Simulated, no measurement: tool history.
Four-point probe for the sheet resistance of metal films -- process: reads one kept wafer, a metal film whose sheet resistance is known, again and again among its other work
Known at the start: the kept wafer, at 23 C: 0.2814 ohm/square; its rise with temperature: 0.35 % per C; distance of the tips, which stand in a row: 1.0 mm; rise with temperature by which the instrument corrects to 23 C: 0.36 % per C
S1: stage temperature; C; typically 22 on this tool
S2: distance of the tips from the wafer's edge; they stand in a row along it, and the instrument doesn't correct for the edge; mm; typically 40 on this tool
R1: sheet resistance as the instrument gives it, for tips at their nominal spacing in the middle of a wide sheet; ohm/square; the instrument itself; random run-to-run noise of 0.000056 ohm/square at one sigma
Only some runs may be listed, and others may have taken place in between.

| run | hour | S1 | S2 | R1 |
|---|---|---|---|---|
| 1 | 0 | 22 | 40 | 0.283012 |
| 2 | 15.8 | 22 | 13 | 0.283751 |
| 3 | 35.2 | 22 | 13 | 0.28388 |
| 4 | 52.5 | 22 | 13 | 0.2838 |
| 5 | 62.1 | 22 | 38 | 0.282987 |
| 6 | 77.2 | 21 | 40 | 0.283037 |
| 7 | 98.7 | 21 | 40 | 0.2831 |
| 8 | 117.5 | 21 | 40 | 0.283123 |
| 9 | 127.5 | 21 | 40 | 0.283034 |
| 10 | 147 | 21 | 40 | 0.283112 |
| 11 | 167.5 | 21 | 40 | 0.282961 |
| 12 | 184.1 | 22 | 40 | 0.282912 |
| 13 | 195.7 | 22 | 40 | 0.283056 |
| 14 | 206.5 | 34 | 40 | 0.28253 |
| 15 | 216.2 | 34 | 40 | 0.282512 |
| 16 | 230.8 | 22 | 70 | 0.282924 |
| 17 | 241.8 | 18 | 30 | 0.283211 |
| 18 | 250.7 | 26 | 10 | 0.284266 |
| 19 | 270.3 | 26 | 5 | 0.288559 |
| 20 | 287.5 | 26 | 5 | 0.288594 |
| 21 | 296.8 | 26 | 5 | 0.288761 |
| 22 | 310.8 | 31 | 21 | 0.28296 |
| 23 | 327.7 | 21 | 27 | 0.283169 |
| 24 | 347 | 21 | 27 | 0.283137 |
| 25 | 366.8 | 30 | 67 | 0.282267 |
| 26 | 376.7 | 25 | 72 | 0.282543 |
| 27 | 386.1 | 25 | 72 | 0.282543 |
| 28 | 395.5 | 22 | 19 | 0.283018 |
| 29 | 409 | 24 | 15 | 0.283152 |

Missing from the log above: 2 entries noted between runs. For each, name the pair of listed runs it sits between and say how the tool's hidden condition differs from the listed run just before to the listed run just after:
In the gap between runs 20 and 21: stage's thermometer calibrated (hour 289)
  inner tips' distance over the nominal, %: 0.379 -> 0.378; wafer's true temperature over the reading, C: 0.26 -> 0.29
  the result without the hidden state subtracted from the measured one, R1: +0.001437 -> +0.001461 ohm/square
In the gap between runs 24 and 25: stage's thermometer calibrated, once more (hour 350.3)
  inner tips' distance over the nominal, %: 0.371 -> 0.368; tips' flats over new ones', %: 5 -> 6; wafer's true temperature over the reading, C: 0.29 -> 0.01
  the result without the hidden state subtracted from the measured one, R1: +0.001421 -> +0.001127 ohm/square
